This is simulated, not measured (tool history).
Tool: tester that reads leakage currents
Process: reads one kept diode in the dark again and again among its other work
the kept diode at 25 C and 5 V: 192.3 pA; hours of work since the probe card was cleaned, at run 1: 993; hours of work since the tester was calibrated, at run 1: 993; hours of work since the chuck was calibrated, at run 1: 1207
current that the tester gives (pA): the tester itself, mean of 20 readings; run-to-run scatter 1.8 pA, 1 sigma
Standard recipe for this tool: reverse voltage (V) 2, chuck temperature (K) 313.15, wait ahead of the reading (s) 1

run     day  reverse voltage (V)  chuck temperature (K)  wait ahead of the reading (s)  hours of work since the probe card was cleaned  hours of work since the tester was calibrated  hours of work since the chuck was calibrated  current that the tester gives (pA)
  1       0                    2                 313.15                              1                                             993                                            993                                          1207                              612.87
  2   1.275                11.14                 313.15                              1                                            1014                                           1014                                          1228                              1055.7
      1.717  -- probe card cleaned and baked
  3    2.85                11.14                 313.15                              1                                              19                                           1038                                          1251                             1047.48
  4   4.729                    2                 313.15                              1                                              50                                           1068                                          1282                              614.16
  5   5.817                    2                 313.15                              1                                              68                                           1086                                          1300                              615.93
  6   7.471                    2                 313.15                              1                                              95                                           1114                                          1327                              616.78
  7     8.8                    2                 325.15                              1                                             117                                           1135                                          1349                              1710.3
  8  10.258                    2                 313.15                              1                                             141                                           1159                                          1373                               617.9
  9  11.517                 3.68                 322.15                           2.97                                             161                                           1180                                          1394                             1611.78
 10  12.717                 3.68                 305.15                           0.61                                             181                                           1200                                          1414                              365.28
 11  13.575                    2                 299.15                           0.52                                             195                                           1214                                          1428                              171.24
 12  15.504                    2                 299.15                           0.52                                             227                                           1246                                          1460                              171.73
 13  16.762                17.68                 313.15                           8.72                                             248                                           1266                                          1480                              1226.7
 14  18.758                 1.71                 300.15                           8.72                                             280                                           1299                                          1513                              179.61
 15  20.767                 1.71                 300.15                           8.72                                             314                                           1332                                          1546                              180.11
 16  21.729                 1.71                 300.15                           8.72                                             329                                           1348                                          1562                              181.04

Forecast each of these 5 alternatives for the next run:
  A  23.254                 9.82                 300.15                           8.72                                             354                                           1373                                          1587                                   ?
  B  23.254                 6.44                 323.15                           4.47                                             354                                           1373                                          1587                                   ?
  C  23.254                 1.71                 310.15                           9.85                                             354                                           1373                                          1587                                   ?
  D  23.254                 1.71                 300.15                           4.44                                             354                                           1373                                          1587                                   ?
  E  23.254                 1.71                 300.15                            6.7                                             354                                           1373                                          1587                                   ?

run  current that the tester gives (pA)
  A                              309.56
  B                              2107.2
  C                              454.68
  D                              179.99
  E                              180.88
Without the tool's hidden state the same runs would have given:
run  current that the tester gives (pA)
  A                              286.78
  B                             1980.09
  C                              425.06
  D                              167.38
  E                               168.2

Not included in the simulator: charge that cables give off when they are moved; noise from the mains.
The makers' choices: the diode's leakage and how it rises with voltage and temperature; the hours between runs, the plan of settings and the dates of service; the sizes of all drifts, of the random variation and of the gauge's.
